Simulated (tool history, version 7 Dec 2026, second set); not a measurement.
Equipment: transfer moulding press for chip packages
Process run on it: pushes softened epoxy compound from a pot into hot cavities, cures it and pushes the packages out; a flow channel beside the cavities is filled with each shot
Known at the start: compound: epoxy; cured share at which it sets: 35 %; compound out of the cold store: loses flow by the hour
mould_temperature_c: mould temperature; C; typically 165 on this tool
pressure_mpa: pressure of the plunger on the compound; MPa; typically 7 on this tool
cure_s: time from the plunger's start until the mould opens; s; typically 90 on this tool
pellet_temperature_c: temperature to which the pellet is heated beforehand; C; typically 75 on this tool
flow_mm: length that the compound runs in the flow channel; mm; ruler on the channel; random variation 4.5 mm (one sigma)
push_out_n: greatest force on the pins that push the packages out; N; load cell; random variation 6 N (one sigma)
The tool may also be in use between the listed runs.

run,hour,mould_temperature_c,pressure_mpa,cure_s,pellet_temperature_c,incoming compound's hours out of the cold store,flow_mm,push_out_n
1,0,165,7,90,75,22.4,629,247
2,10.4,165,7,90,75,10.9,680,319
3,15.3,165,7,90,75,32.9,586,330
4,23.8,165,7,90,73,41.9,559,358
5,30.9,165,7,90,73,20.6,635,395
6,42.1,165,7,90,73,22.5,621,432
7,49.4,165,7,90,73,45.7,549,409
8,58.8,165,7,90,73,9.2,679,482
9,67,165,7,90,73,10.5,675,484
# hour 69.4: cavities cleaned with cleaning compound and waxed
10,79.1,165,7,90,73,11.4,670,313
11,84.8,165,7,90,73,44.9,556,308
12,95.4,165,7,90,75,11.1,663,392
13,103.7,165,7,90,75,25.5,607,400
14,112.3,165,7,90,75,30.9,588,413
15,117.1,159,7,90,75,12.3,673,649
16,124.4,162,6.36,79,74,46.1,513,661
17,129.1,158,6.17,96,84,45.2,522,592
18,139.4,161,6.17,94,84,22.6,583,557
# hour 142.3: cavities cleaned with cleaning compound and waxed
19,150.3,161,6.17,94,84,25.9,572,330
20,155.8,161,7.89,95,84,8.2,723,375
# hour 158.4: mould's thermocouples calibrated
# hour 164.4: plunger's sealing rings changed
21,169.9,161,7.89,95,84,32.6,665,406
22,175.7,165,8.03,90,75,29.5,682,374
23,184.9,165,6.15,77,68,19.6,626,591
24,192.3,165,6.15,77,68,30.3,587,620
25,201.8,165,7.75,90,69,17.2,710,477
26,207.8,158,7.75,80,69,17,736,1020

Predict the results of run 27:
# hour 218: mould's thermocouples calibrated, once more
27,218.7,158,7.75,77,69,18,?,?

Run 27 gave flow_mm 718 mm, push_out_n 1144 N.
Without the tool's hidden state the same run would have given flow_mm 723 mm, push_out_n 538 N.
